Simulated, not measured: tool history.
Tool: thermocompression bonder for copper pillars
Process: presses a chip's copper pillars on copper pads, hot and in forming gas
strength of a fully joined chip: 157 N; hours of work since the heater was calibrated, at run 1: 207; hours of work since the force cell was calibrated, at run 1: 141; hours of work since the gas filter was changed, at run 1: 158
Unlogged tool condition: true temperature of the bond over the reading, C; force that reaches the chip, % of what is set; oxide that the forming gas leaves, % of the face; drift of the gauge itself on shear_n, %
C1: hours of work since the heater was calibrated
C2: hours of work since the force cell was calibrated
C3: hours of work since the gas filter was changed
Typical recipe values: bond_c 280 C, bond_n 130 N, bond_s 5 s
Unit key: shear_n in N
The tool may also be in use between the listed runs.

{"run": 1, "day": 0.0, "bond_c": 280, "bond_n": 130, "bond_s": 5, "C1": 207, "C2": 141, "C3": 158, "shear_n": 110.4}
{"run": 2, "day": 0.421, "bond_c": 280, "bond_n": 130, "bond_s": 5, "C1": 212, "C2": 146, "C3": 163, "shear_n": 109.1}
{"run": 3, "day": 0.633, "bond_c": 280, "bond_n": 130, "bond_s": 5, "C1": 214, "C2": 148, "C3": 165, "shear_n": 108.1}
{"run": 4, "day": 0.921, "bond_c": 299, "bond_n": 130, "bond_s": 5, "C1": 218, "C2": 152, "C3": 168, "shear_n": 126.9}
{"run": 5, "day": 1.25, "bond_c": 299, "bond_n": 130, "bond_s": 5, "C1": 222, "C2": 156, "C3": 172, "shear_n": 126.2}
{"run": 6, "day": 1.704, "bond_c": 299, "bond_n": 130, "bond_s": 5, "C1": 227, "C2": 161, "C3": 178, "shear_n": 125.1}
{"run": 7, "day": 2.062, "bond_c": 299, "bond_n": 130, "bond_s": 5, "C1": 231, "C2": 165, "C3": 182, "shear_n": 123.3}
{"run": 8, "day": 2.529, "bond_c": 299, "bond_n": 130, "bond_s": 5, "C1": 237, "C2": 171, "C3": 187, "shear_n": 127.6}
{"run": 9, "day": 2.95, "bond_c": 280, "bond_n": 183, "bond_s": 5, "C1": 242, "C2": 176, "C3": 192, "shear_n": 125.7}
{"run": 10, "day": 3.229, "bond_c": 280, "bond_n": 183, "bond_s": 5, "C1": 245, "C2": 179, "C3": 196, "shear_n": 126}
{"run": 11, "day": 3.692, "bond_c": 280, "bond_n": 183, "bond_s": 4, "C1": 250, "C2": 184, "C3": 201, "shear_n": 122.2}
{"day": 3.988, "done": "forming gas filter changed"}
{"run": 12, "day": 4.15, "bond_c": 280, "bond_n": 130, "bond_s": 5, "C1": 256, "C2": 190, "C3": 2, "shear_n": 111.5}
{"run": 13, "day": 4.583, "bond_c": 280, "bond_n": 130, "bond_s": 5, "C1": 261, "C2": 195, "C3": 7, "shear_n": 110.7}
{"run": 14, "day": 5.004, "bond_c": 266, "bond_n": 130, "bond_s": 5, "C1": 266, "C2": 200, "C3": 12, "shear_n": 96.1}
{"run": 15, "day": 5.458, "bond_c": 278, "bond_n": 130, "bond_s": 5, "C1": 271, "C2": 205, "C3": 17, "shear_n": 109.7}
{"run": 16, "day": 5.962, "bond_c": 280, "bond_n": 130, "bond_s": 6, "C1": 277, "C2": 211, "C3": 23, "shear_n": 115}
{"run": 17, "day": 6.308, "bond_c": 280, "bond_n": 130, "bond_s": 10, "C1": 281, "C2": 215, "C3": 27, "shear_n": 128.4}
{"run": 18, "day": 6.679, "bond_c": 280, "bond_n": 130, "bond_s": 5, "C1": 285, "C2": 219, "C3": 32, "shear_n": 108.9}
{"run": 19, "day": 6.929, "bond_c": 280, "bond_n": 130, "bond_s": 6, "C1": 288, "C2": 222, "C3": 35, "shear_n": 116}
{"run": 20, "day": 7.358, "bond_c": 280, "bond_n": 130, "bond_s": 4, "C1": 293, "C2": 227, "C3": 40, "shear_n": 103.2}
{"run": 21, "day": 7.817, "bond_c": 280, "bond_n": 130, "bond_s": 4, "C1": 299, "C2": 233, "C3": 45, "shear_n": 103.1}
{"run": 22, "day": 8.075, "bond_c": 261, "bond_n": 87, "bond_s": 9, "C1": 302, "C2": 236, "C3": 48, "shear_n": 82.2}
{"run": 23, "day": 8.342, "bond_c": 310, "bond_n": 115, "bond_s": 3, "C1": 305, "C2": 239, "C3": 51, "shear_n": 116.1}
{"run": 24, "day": 8.754, "bond_c": 255, "bond_n": 187, "bond_s": 5, "C1": 310, "C2": 244, "C3": 56, "shear_n": 105.8}
{"run": 25, "day": 9.083, "bond_c": 254, "bond_n": 118, "bond_s": 4, "C1": 314, "C2": 248, "C3": 60, "shear_n": 70.7}
{"run": 26, "day": 9.442, "bond_c": 277, "bond_n": 123, "bond_s": 15, "C1": 318, "C2": 252, "C3": 64, "shear_n": 133}
{"run": 27, "day": 9.658, "bond_c": 280, "bond_n": 152, "bond_s": 10, "C1": 320, "C2": 254, "C3": 67, "shear_n": 135.4}
{"run": 28, "day": 10.104, "bond_c": 280, "bond_n": 139, "bond_s": 5, "C1": 326, "C2": 260, "C3": 72, "shear_n": 112}
{"run": 29, "day": 10.412, "bond_c": 280, "bond_n": 139, "bond_s": 5, "C1": 329, "C2": 263, "C3": 76, "shear_n": 115.8}
{"run": 30, "day": 10.704, "bond_c": 298, "bond_n": 151, "bond_s": 5, "C1": 333, "C2": 267, "C3": 79, "shear_n": 133.1}
{"run": 31, "day": 10.983, "bond_c": 298, "bond_n": 151, "bond_s": 11, "C1": 336, "C2": 270, "C3": 82, "shear_n": 147.7}
{"run": 32, "day": 11.438, "bond_c": 298, "bond_n": 151, "bond_s": 11, "C1": 341, "C2": 275, "C3": 88, "shear_n": 146.3}
{"run": 33, "day": 11.833, "bond_c": 262, "bond_n": 130, "bond_s": 3, "C1": 346, "C2": 280, "C3": 92, "shear_n": 77}
{"run": 34, "day": 12.129, "bond_c": 262, "bond_n": 130, "bond_s": 3, "C1": 349, "C2": 284, "C3": 96, "shear_n": 76.3}
{"run": 35, "day": 12.55, "bond_c": 262, "bond_n": 130, "bond_s": 3, "C1": 354, "C2": 289, "C3": 101, "shear_n": 77.9}
{"run": 36, "day": 12.912, "bond_c": 276, "bond_n": 106, "bond_s": 10, "C1": 359, "C2": 293, "C3": 105, "shear_n": 112.5}
{"run": 37, "day": 13.433, "bond_c": 280, "bond_n": 138, "bond_s": 5, "C1": 365, "C2": 299, "C3": 111, "shear_n": 113.9}
{"run": 38, "day": 13.75, "bond_c": 280, "bond_n": 138, "bond_s": 5, "C1": 369, "C2": 303, "C3": 115, "shear_n": 116.1}
{"run": 39, "day": 14.246, "bond_c": 252, "bond_n": 138, "bond_s": 5, "C1": 374, "C2": 308, "C3": 121, "shear_n": 85.4}
{"run": 40, "day": 14.638, "bond_c": 302, "bond_n": 163, "bond_s": 3, "C1": 379, "C2": 313, "C3": 125, "shear_n": 126.2}
{"run": 41, "day": 15.025, "bond_c": 301, "bond_n": 146, "bond_s": 4, "C1": 384, "C2": 318, "C3": 130, "shear_n": 126.6}

Across each entry between runs, compare the hidden state at the last listed run before it with the hidden state at the first listed run after it:
After run 11, before run 12: forming gas filter changed (day 3.988)
  oxide that the forming gas leaves, % of the face: 0.9 -> 0.51
